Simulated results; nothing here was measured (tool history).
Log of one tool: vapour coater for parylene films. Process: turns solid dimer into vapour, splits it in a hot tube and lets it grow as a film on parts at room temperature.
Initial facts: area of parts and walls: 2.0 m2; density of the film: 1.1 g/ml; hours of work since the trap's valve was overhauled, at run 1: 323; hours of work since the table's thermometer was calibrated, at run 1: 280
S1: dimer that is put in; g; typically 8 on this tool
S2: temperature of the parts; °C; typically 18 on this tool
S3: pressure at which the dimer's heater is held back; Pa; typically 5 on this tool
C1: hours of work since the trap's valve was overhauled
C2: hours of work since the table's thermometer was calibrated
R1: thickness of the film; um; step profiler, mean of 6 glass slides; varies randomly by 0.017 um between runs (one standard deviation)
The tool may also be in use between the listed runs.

Run 1, hour 0: usual settings; C1 323; C2 280. Result: R1 2.13 um.
Run 2, hour 18.9: usual settings but S2 12 °C; C1 337; C2 294. Result: R1 2.73 um.
Run 3, hour 35.4: usual settings; C1 350; C2 306. Result: R1 2.13 um.
Run 4, hour 46.7: usual settings; C1 358; C2 315. Result: R1 2.14 um.
Run 5, hour 68.2: usual settings; C1 374; C2 331. Result: R1 2.09 um.
Run 6, hour 85.2: usual settings; C1 387; C2 343. Result: R1 2.12 um.
Run 7, hour 104.5: usual settings but S3 9.4 Pa; C1 402; C2 358. Result: R1 1.95 um.
Run 8, hour 123.8: usual settings; C1 416; C2 372. Result: R1 2.11 um.
Run 9, hour 138.6: usual settings; C1 427; C2 384. Result: R1 2.11 um.
Run 10, hour 152.1: usual settings; C1 437; C2 394. Result: R1 2.09 um.
Run 11, hour 170.3: usual settings; C1 451; C2 407. Result: R1 2.1 um.
Run 12, hour 183.2: usual settings but S2 26 °C; C1 461; C2 417. Result: R1 1.49 um.
Run 13, hour 192.9: usual settings but S2 26 °C; C1 468; C2 424. Result: R1 1.53 um.
Run 14, hour 208.1: usual settings but S2 26 °C; C1 479; C2 436. Result: R1 1.51 um.
Run 15, hour 226.2: usual settings but S2 26 °C; C1 493; C2 449. Result: R1 1.51 um.
Run 16, hour 246.1: usual settings but S2 26 °C; C1 508; C2 464. Result: R1 1.52 um.
Run 17, hour 263.2: usual settings but S1 5 g; C1 521; C2 477. Result: R1 1.29 um.
Run 18, hour 280: usual settings but S1 5 g; C1 533; C2 489. Result: R1 1.29 um.
Run 19, hour 290: usual settings but S1 5 g; C1 541; C2 497. Result: R1 1.3 um.
Run 20, hour 309.5: usual settings but S1 5 g; C1 555; C2 512. Result: R1 1.28 um.
Run 21, hour 325.3: usual settings but S3 2.17 Pa; C1 567; C2 523. Result: R1 2.28 um.
At hour 346.4: trap's valve overhauled.
Run 22, hour 348.6: usual settings but S3 3.58 Pa; C1 2; C2 538. Result: R1 2.35 um.
Run 23, hour 363.3: usual settings; C1 13; C2 549. Result: R1 2.23 um.
Run 24, hour 384: usual settings; C1 28; C2 564. Result: R1 2.26 um.
Run 25, hour 404.7: usual settings; C1 44; C2 580. Result: R1 2.24 um.
Run 26, hour 420: usual settings but S1 7 g, S3 3.41 Pa; C1 55; C2 591. Result: R1 2.07 um.
Run 27, hour 431.8: usual settings but S1 7 g, S3 3.41 Pa; C1 64; C2 600. Result: R1 2.05 um.
Run 28, hour 442.9: usual settings but S1 9 g, S2 12 °C, S3 10.03 Pa; C1 72; C2 609. Result: R1 2.94 um.
Run 29, hour 453.4: usual settings but S1 9 g, S2 12 °C, S3 10.03 Pa; C1 80; C2 616. Result: R1 2.91 um.
Run 30, hour 472.9: usual settings but S1 9 g, S2 12 °C, S3 10.03 Pa; C1 95; C2 631. Result: R1 2.95 um.
Run 31, hour 493.9: usual settings but S1 9 g, S2 12 °C, S3 10.03 Pa; C1 111; C2 647. Result: R1 2.91 um.
Run 32, hour 510.4: usual settings but S1 9 g, S2 16 °C, S3 9.52 Pa; C1 123; C2 659. Result: R1 2.49 um.
Run 33, hour 524.1: usual settings but S1 3 g, S2 12 °C, S3 6.88 Pa; C1 133; C2 669. Result: R1 1.03 um.
Run 34, hour 539.8: usual settings but S1 3 g, S2 12 °C, S3 6.88 Pa; C1 145; C2 681. Result: R1 1.03 um.
Run 35, hour 550.2: usual settings but S1 11 g, S2 23 °C, S3 9.53 Pa; C1 153; C2 689. Result: R1 2.29 um.
Run 36, hour 563.6: usual settings but S1 13 g, S2 23 °C, S3 9.53 Pa; C1 163; C2 699. Result: R1 2.71 um.
Run 37, hour 576.9: usual settings but S1 5 g, S2 15 °C, S3 9.06 Pa; C1 173; C2 709. Result: R1 1.45 um.
Run 38, hour 594.7: usual settings but S1 5 g, S2 15 °C, S3 11.57 Pa; C1 186; C2 722. Result: R1 1.4 um.
Run 39, hour 612.9: usual settings but S2 13 °C, S3 4.68 Pa; C1 200; C2 736. Result: R1 2.73 um.
Run 40, hour 632.6: usual settings but S1 13 g, S2 14 °C, S3 2.69 Pa; C1 215; C2 751. Result: R1 4.57 um.
Run 41, hour 646.3: usual settings but S1 13 g, S2 14 °C, S3 2.69 Pa; C1 225; C2 761. Result: R1 4.55 um.
Run 42, hour 660.6: usual settings but S2 22 °C, S3 5.57 Pa; C1 235; C2 772. Result: R1 1.83 um.
Run 43, hour 670.7: usual settings but S1 5 g, S2 26 °C, S3 5.57 Pa; C1 243; C2 779. Result: R1 0.96 um.
Run 44, hour 680.9: usual settings but S1 5 g, S2 26 °C, S3 5.57 Pa; C1 251; C2 787. Result: R1 0.97 um.
Run 45, hour 697.2: usual settings but S1 5 g, S2 26 °C, S3 5.57 Pa; C1 263; C2 799. Result: R1 0.99 um.
Run 46, hour 715.5: usual settings but S1 9 g, S2 29 °C; C1 277; C2 813. Result: R1 1.56 um.
Run 47, hour 731.9: usual settings but S1 9 g, S2 29 °C; C1 289; C2 825. Result: R1 1.56 um.

Each row is a separate what-if for the run after 47, all from the same tool condition, not one after another. Results?
Run A, hour 750.8: usual settings but S1 6 g, S2 29 °C, S3 11.51 Pa; C1 303; C2 839. Result: R1 ?.
Run B, hour 750.8: usual settings but S2 29 °C; C1 303; C2 839. Result: R1 ?.
Run C, hour 750.8: usual settings but S1 3 g, S3 2.73 Pa; C1 303; C2 839. Result: R1 ?.
Run D, hour 750.8: usual settings but S1 13 g, S2 22 °C, S3 9.32 Pa; C1 303; C2 839. Result: R1 ?.

run    R1
  A  0.93
  B   1.4
  C  0.87
  D  2.76
Stripped of hidden state, with their random variation kept, the same runs would have yielded:
run    R1
  A  0.96
  B  1.44
  C   0.9
  D  2.84
